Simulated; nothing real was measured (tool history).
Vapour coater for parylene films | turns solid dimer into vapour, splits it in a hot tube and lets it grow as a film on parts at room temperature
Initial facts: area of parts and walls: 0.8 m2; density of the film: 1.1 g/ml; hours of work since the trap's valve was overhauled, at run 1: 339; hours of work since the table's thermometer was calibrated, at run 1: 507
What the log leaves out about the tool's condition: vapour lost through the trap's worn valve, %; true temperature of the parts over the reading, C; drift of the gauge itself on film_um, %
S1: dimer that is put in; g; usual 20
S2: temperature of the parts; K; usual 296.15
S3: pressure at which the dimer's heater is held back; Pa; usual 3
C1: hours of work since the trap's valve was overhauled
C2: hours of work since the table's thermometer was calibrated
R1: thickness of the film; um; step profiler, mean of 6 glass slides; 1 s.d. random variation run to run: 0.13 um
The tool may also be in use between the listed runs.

{"run": 1, "hour": 0.0, "S1": 20, "S2": 296.15, "S3": 3, "C1": 339, "C2": 507, "R1": 15.81}
{"run": 2, "hour": 20.4, "S1": 20, "S2": 296.15, "S3": 3.29, "C1": 347, "C2": 515, "R1": 15.6}
{"run": 3, "hour": 49.4, "S1": 20, "S2": 296.15, "S3": 3.29, "C1": 359, "C2": 527, "R1": 15.17}
{"run": 4, "hour": 86.3, "S1": 20, "S2": 300.15, "S3": 3, "C1": 373, "C2": 541, "R1": 12.99}
{"run": 5, "hour": 110.6, "S1": 20, "S2": 290.15, "S3": 3, "C1": 383, "C2": 551, "R1": 20.71}
{"run": 6, "hour": 139.9, "S1": 20, "S2": 290.15, "S3": 3, "C1": 395, "C2": 563, "R1": 20.51}
{"run": 7, "hour": 165.6, "S1": 20, "S2": 290.15, "S3": 3, "C1": 405, "C2": 573, "R1": 20.2}
{"run": 8, "hour": 186.6, "S1": 20, "S2": 290.15, "S3": 3, "C1": 414, "C2": 582, "R1": 20.25}
{"run": 9, "hour": 222.8, "S1": 20, "S2": 296.15, "S3": 3, "C1": 428, "C2": 596, "R1": 15.51}
{"run": 10, "hour": 253.5, "S1": 20, "S2": 296.15, "S3": 3, "C1": 440, "C2": 608, "R1": 15.41}
{"run": 11, "hour": 286.2, "S1": 20, "S2": 296.15, "S3": 3, "C1": 454, "C2": 622, "R1": 15.45}
{"run": 12, "hour": 315.7, "S1": 20, "S2": 296.15, "S3": 3, "C1": 465, "C2": 633, "R1": 15.44}
{"run": 13, "hour": 349.1, "S1": 20, "S2": 296.15, "S3": 3, "C1": 479, "C2": 647, "R1": 15.53}
{"run": 14, "hour": 365.2, "S1": 20, "S2": 296.15, "S3": 3, "C1": 485, "C2": 653, "R1": 15.32}
{"run": 15, "hour": 398.6, "S1": 20, "S2": 296.15, "S3": 3, "C1": 499, "C2": 667, "R1": 15.21}
{"run": 16, "hour": 418.0, "S1": 20, "S2": 296.15, "S3": 3, "C1": 506, "C2": 674, "R1": 15.13}
{"run": 17, "hour": 453.8, "S1": 20, "S2": 296.15, "S3": 3, "C1": 521, "C2": 689, "R1": 15.08}
{"run": 18, "hour": 479.0, "S1": 20, "S2": 296.15, "S3": 3, "C1": 531, "C2": 699, "R1": 15.23}
{"hour": 494.1, "done": "trap's valve overhauled"}
{"run": 19, "hour": 522.4, "S1": 20, "S2": 296.15, "S3": 3, "C1": 11, "C2": 715, "R1": 14.85}
{"run": 20, "hour": 548.1, "S1": 20, "S2": 296.15, "S3": 3, "C1": 22, "C2": 725, "R1": 14.84}
{"run": 21, "hour": 569.5, "S1": 20, "S2": 296.15, "S3": 3, "C1": 30, "C2": 733, "R1": 14.62}
{"run": 22, "hour": 585.8, "S1": 20, "S2": 296.15, "S3": 3, "C1": 37, "C2": 740, "R1": 14.8}
{"run": 23, "hour": 603.9, "S1": 20, "S2": 296.15, "S3": 3, "C1": 44, "C2": 747, "R1": 14.64}
{"run": 24, "hour": 635.1, "S1": 20, "S2": 307.15, "S3": 3, "C1": 56, "C2": 760, "R1": 8.71}
{"hour": 653.6, "done": "trap's valve overhauled, once more"}
{"run": 25, "hour": 678.2, "S1": 35, "S2": 298.15, "S3": 3, "C1": 10, "C2": 775, "R1": 27.34}
{"run": 26, "hour": 707.6, "S1": 20, "S2": 302.15, "S3": 3, "C1": 22, "C2": 787, "R1": 12.87}
{"run": 27, "hour": 741.5, "S1": 20, "S2": 292.15, "S3": 3, "C1": 35, "C2": 801, "R1": 20.68}
{"run": 28, "hour": 777.8, "S1": 9, "S2": 292.15, "S3": 3, "C1": 50, "C2": 815, "R1": 9.23}
{"run": 29, "hour": 800.5, "S1": 9, "S2": 292.15, "S3": 4.75, "C1": 59, "C2": 824, "R1": 8.39}
{"run": 30, "hour": 838.8, "S1": 9, "S2": 292.15, "S3": 4.75, "C1": 74, "C2": 840, "R1": 8.34}
{"run": 31, "hour": 859.4, "S1": 9, "S2": 292.15, "S3": 4.75, "C1": 82, "C2": 848, "R1": 8.39}
{"run": 32, "hour": 895.8, "S1": 9, "S2": 291.15, "S3": 4.37, "C1": 97, "C2": 862, "R1": 8.92}
{"run": 33, "hour": 917.7, "S1": 9, "S2": 301.15, "S3": 6.22, "C1": 106, "C2": 871, "R1": 5.05}
{"run": 34, "hour": 957.0, "S1": 14, "S2": 293.15, "S3": 6.22, "C1": 122, "C2": 887, "R1": 11.74}
{"run": 35, "hour": 979.6, "S1": 21, "S2": 299.15, "S3": 3.66, "C1": 131, "C2": 896, "R1": 14.53}
{"run": 36, "hour": 1008.9, "S1": 11, "S2": 292.15, "S3": 3.66, "C1": 142, "C2": 908, "R1": 10.7}
{"run": 37, "hour": 1044.8, "S1": 13, "S2": 295.15, "S3": 9.1, "C1": 157, "C2": 922, "R1": 8.87}
{"run": 38, "hour": 1064.5, "S1": 15, "S2": 296.15, "S3": 11.56, "C1": 165, "C2": 930, "R1": 9.26}
{"run": 39, "hour": 1097.7, "S1": 20, "S2": 300.15, "S3": 3, "C1": 178, "C2": 943, "R1": 13.54}
{"run": 40, "hour": 1136.9, "S1": 11, "S2": 296.15, "S3": 10.41, "C1": 194, "C2": 959, "R1": 6.95}
{"run": 41, "hour": 1170.4, "S1": 20, "S2": 296.15, "S3": 3, "C1": 207, "C2": 972, "R1": 16.53}
{"run": 42, "hour": 1197.2, "S1": 20, "S2": 290.15, "S3": 3, "C1": 218, "C2": 983, "R1": 21.3}
{"run": 43, "hour": 1222.3, "S1": 32, "S2": 303.15, "S3": 2.14, "C1": 228, "C2": 993, "R1": 20}
{"run": 44, "hour": 1249.3, "S1": 32, "S2": 303.15, "S3": 2.14, "C1": 239, "C2": 1004, "R1": 20.15}

Expected results for the next run?
{"run": 45, "hour": 1268.1, "S1": 13, "S2": 303.15, "S3": 3.19, "C1": 246, "C2": 1012, "R1": "?"}

R1: 7.54 um
If the tool had no hidden condition, the same run with the same run-to-run variation would have returned R1 7.61 um.

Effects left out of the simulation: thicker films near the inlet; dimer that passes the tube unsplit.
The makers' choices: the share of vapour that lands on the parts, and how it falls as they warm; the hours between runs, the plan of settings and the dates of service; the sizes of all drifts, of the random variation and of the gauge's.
